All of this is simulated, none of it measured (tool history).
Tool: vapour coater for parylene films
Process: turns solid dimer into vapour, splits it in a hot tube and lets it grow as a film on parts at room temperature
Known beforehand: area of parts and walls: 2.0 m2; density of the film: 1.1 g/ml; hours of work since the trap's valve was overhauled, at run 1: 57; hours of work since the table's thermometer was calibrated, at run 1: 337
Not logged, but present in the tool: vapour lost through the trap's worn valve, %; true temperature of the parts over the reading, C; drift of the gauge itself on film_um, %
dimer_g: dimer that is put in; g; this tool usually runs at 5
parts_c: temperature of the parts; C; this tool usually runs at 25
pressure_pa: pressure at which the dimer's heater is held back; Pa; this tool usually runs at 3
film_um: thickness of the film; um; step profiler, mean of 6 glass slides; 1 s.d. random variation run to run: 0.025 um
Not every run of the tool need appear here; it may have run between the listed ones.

run,hour,dimer_g,parts_c,pressure_pa,hours of work since the trap's valve was overhauled,hours of work since the table's thermometer was calibrated,film_um
1,0,5,25,3,57,337,1.67
2,59.8,5,25,3,82,362,1.76
3,124.3,5,25,3,109,390,1.7
4,157.7,5,25,3,123,404,1.71
5,193.9,5,30,3,138,419,1.43
6,256,4,25,3,165,445,1.29
7,302.5,2,25,3,184,465,0.65
8,351.8,7,25,3,205,486,2.25
9,404.4,7,25,3,227,508,2.22
10,433.8,7,25,3,240,520,2.18
11,474.1,5,25,11.52,257,537,1.22
# hour 494.7: trap's valve overhauled
12,527.4,5,25,11.52,14,558,1.45
13,560.9,6,25,3.83,28,572,2.04
14,594.9,6,25,3.83,42,587,2.02
15,642.3,6,25,3.83,62,607,1.99
16,684.5,5,25,11.02,80,624,1.31
17,711.6,5,17,3,92,636,2.09
18,767.6,9,17,11.8,115,659,3.11
19,800.8,9,17,11.8,129,674,3.1
20,859.8,4,25,3,154,698,1.29
21,904.1,4,25,2.77,173,717,1.3

3 ways to go on from here, each from the tool as it stands after run 21. What would each give?
A,939.8,5,23,5.74,188,732,?
B,939.8,4,18,4.96,188,732,?
C,939.8,6,25,3,188,732,?

run,film_um
A,1.53
B,1.43
C,1.96
What these runs would have given with no unlogged condition in the tool:
run,film_um
A,1.71
B,1.6
C,2.19
